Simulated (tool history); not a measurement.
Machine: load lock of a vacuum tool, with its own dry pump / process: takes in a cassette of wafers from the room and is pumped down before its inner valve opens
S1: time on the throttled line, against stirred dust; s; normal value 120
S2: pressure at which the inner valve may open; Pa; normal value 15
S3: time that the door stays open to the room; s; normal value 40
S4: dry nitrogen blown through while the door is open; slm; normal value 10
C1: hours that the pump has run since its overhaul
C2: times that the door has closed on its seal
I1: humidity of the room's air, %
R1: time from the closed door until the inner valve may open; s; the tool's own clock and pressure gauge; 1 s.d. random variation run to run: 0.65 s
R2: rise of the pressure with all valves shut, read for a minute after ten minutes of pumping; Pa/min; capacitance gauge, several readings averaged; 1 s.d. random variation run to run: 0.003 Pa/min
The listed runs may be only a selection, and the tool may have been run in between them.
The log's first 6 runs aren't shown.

run 7 day=58.021 | S1=120 S2=15 S3=180 S4=10 | C1=4906 C2=7578 | I1=43.2 | R1=155.9 R2=0.068
run 8 day=71.788 | S1=120 S2=15 S3=180 S4=10 | C1=5237 C2=8685 | I1=44.7 | R1=155.9 R2=0.067
run 9 day=84.075 | S1=120 S2=15 S3=180 S4=10 | C1=5532 C2=9673 | I1=43.6 | R1=155.1 R2=0.066
run 10 day=93.921 | S1=120 S2=15 S3=50 S4=10 | C1=5768 C2=10465 | I1=46.1 | R1=155.7 R2=0.034
run 11 day=102.638 | S1=120 S2=15 S3=40 S4=10 | C1=5977 C2=11166 | I1=45.7 | R1=155.3 R2=0.03
run 12 day=113.242 | S1=120 S2=15 S3=40 S4=10 | C1=6232 C2=12019 | I1=42.5 | R1=155.7 R2=0.029
run 13 day=121.833 | S1=120 S2=15 S3=40 S4=10 | C1=6438 C2=12709 | I1=49.6 | R1=156.1 R2=0.035
run 14 day=132.733 | S1=120 S2=15 S3=40 S4=10 | C1=6699 C2=13586 | I1=45.5 | R1=156.9 R2=0.032
run 15 day=140.929 | S1=120 S2=15 S3=40 S4=10 | C1=6896 C2=14245 | I1=44.5 | R1=156.3 R2=0.029
run 16 day=150.229 | S1=120 S2=15 S3=40 S4=13 | C1=7119 C2=14993 | I1=40.7 | R1=157 R2=0.029
run 17 day=163.775 | S1=120 S2=15 S3=40 S4=13 | C1=7444 C2=16082 | I1=45.2 | R1=154.7 R2=0.028
run 18 day=177.133 | S1=206 S2=15 S3=40 S4=13 | C1=7765 C2=17156 | I1=44.3 | R1=232.7 R2=0.027
run 19 day=186.354 | S1=206 S2=15 S3=40 S4=13 | C1=7986 C2=17898 | I1=44.7 | R1=232.4 R2=0.031
run 20 day=196.658 | S1=120 S2=11 S3=209 S4=10 | C1=8234 C2=18727 | I1=43.7 | R1=157 R2=0.079
run 21 day=203.471 | S1=120 S2=22 S3=209 S4=12 | C1=8397 C2=19274 | I1=44.3 | R1=153.4 R2=0.067
run 22 day=216.896 | S1=144 S2=22 S3=209 S4=12 | C1=8719 C2=20354 | I1=43.4 | R1=174.5 R2=0.061
run 23 day=228.888 | S1=140 S2=16 S3=40 S4=10 | C1=9007 C2=21318 | I1=48.3 | R1=173.9 R2=0.026
run 24 day=240.733 | S1=132 S2=15 S3=36 S4=26 | C1=9291 C2=22271 | I1=46.8 | R1=167 R2=0.023
run 25 day=247.342 | S1=132 S2=15 S3=143 S4=32 | C1=9450 C2=22802 | I1=44 | R1=166.7 R2=0.038
run 26 day=259.192 | S1=142 S2=16 S3=35 S4=8 | C1=9734 C2=23755 | I1=43.3 | R1=174.9 R2=0.032
run 27 day=265.617 | S1=142 S2=16 S3=227 S4=8 | C1=9889 C2=24272 | I1=43.1 | R1=174.4 R2=0.082
run 28 day=277.579 | S1=142 S2=16 S3=227 S4=8 | C1=10176 C2=25234 | I1=46.6 | R1=175.4 R2=0.088
run 29 day=289.562 | S1=142 S2=16 S3=227 S4=8 | C1=10463 C2=26197 | I1=41.7 | R1=174.9 R2=0.075
run 30 day=299.846 | S1=87 S2=15 S3=40 S4=31 | C1=10710 C2=27024 | I1=46.5 | R1=127.3 R2=0.023

Run 31 comes next. What will it give?
run 31 day=310.758 | S1=70 S2=14 S3=224 S4=35 | C1=10972 C2=27902 | I1=47.1 | R1=? R2=?

R1: 111.7 s
R2: 0.05 Pa/min
The same run, on a tool lacking any hidden state, would have yielded R1 111.6 s, R2 0.05 Pa/min.

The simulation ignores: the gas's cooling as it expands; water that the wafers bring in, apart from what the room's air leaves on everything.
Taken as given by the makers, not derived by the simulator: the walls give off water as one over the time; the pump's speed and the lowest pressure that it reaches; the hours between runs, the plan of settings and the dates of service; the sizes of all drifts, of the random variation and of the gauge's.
